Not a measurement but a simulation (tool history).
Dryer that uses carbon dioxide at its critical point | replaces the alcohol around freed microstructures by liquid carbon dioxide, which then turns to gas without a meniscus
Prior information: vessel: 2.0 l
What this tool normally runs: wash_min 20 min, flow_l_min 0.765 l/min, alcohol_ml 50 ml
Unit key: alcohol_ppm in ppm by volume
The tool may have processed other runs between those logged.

run,hour,wash_min,flow_l_min,alcohol_ml,alcohol_ppm
1,0.0,20,0.765,50,100
2,16.3,28,0.765,50,31
3,26.8,28,0.765,50,38
4,40.4,28,0.765,50,27
5,55.9,28,0.765,50,23
6,72.5,20,0.765,105,234
7,89.0,20,0.765,105,234
# hour 94.6: inlet filter changed
8,107.6,20,0.765,105,153
9,119.8,20,0.765,105,152
10,131.7,20,0.765,105,169
11,147.8,20,0.765,120,189
12,163.0,20,0.765,107,165
13,177.0,20,0.765,107,168
14,187.5,20,0.765,50,107
15,199.2,20,0.765,50,87
16,218.0,20,0.765,23,57
17,229.5,20,0.765,23,72
18,246.5,20,0.765,103,203
19,256.5,20,0.765,50,117
20,274.3,20,0.765,50,113
21,288.0,20,0.765,50,100
22,296.2,21,0.765,50,103
23,313.2,17,0.765,50,234
24,327.8,20,0.765,80,178
25,347.2,20,0.765,80,178
26,363.5,20,0.618,34,232
27,379.7,22,0.765,48,89
28,390.5,16,0.765,48,312
29,405.1,23,0.788,50,74
# hour 424.2: inlet filter changed
30,424.3,23,0.788,50,61
31,435.3,20,0.788,50,88
32,451.3,16,0.637,46,491
33,466.4,20,1.258,50,38
34,484.6,24,0.765,50,58
35,502.7,16,0.765,50,277
36,511.2,28,0.965,23,47
37,530.3,13,0.463,44,2334
38,539.9,13,0.472,44,2222
39,553.2,23,0.472,35,345
40,572.3,24,0.472,35,301
41,586.5,24,0.472,35,304
42,600.1,20,1.196,50,49
43,611.7,20,1.196,50,57
44,624.3,20,1.196,50,46
45,642.6,32,1.196,40,46
46,654.4,32,1.196,40,56
47,666.7,14,1.196,91,139
48,677.3,14,1.196,91,146

Predict each of these 3 candidate next runs independently; none follows another, all start after run 48:
A,685.3,20,0.904,26,?
B,685.3,29,0.512,65,?
C,685.3,13,1.192,91,?

run,alcohol_ppm
A,73
B,197
C,194
With the hidden condition removed and each run's random variation left untouched, the same runs would have given:
run,alcohol_ppm
A,20
B,101
C,95
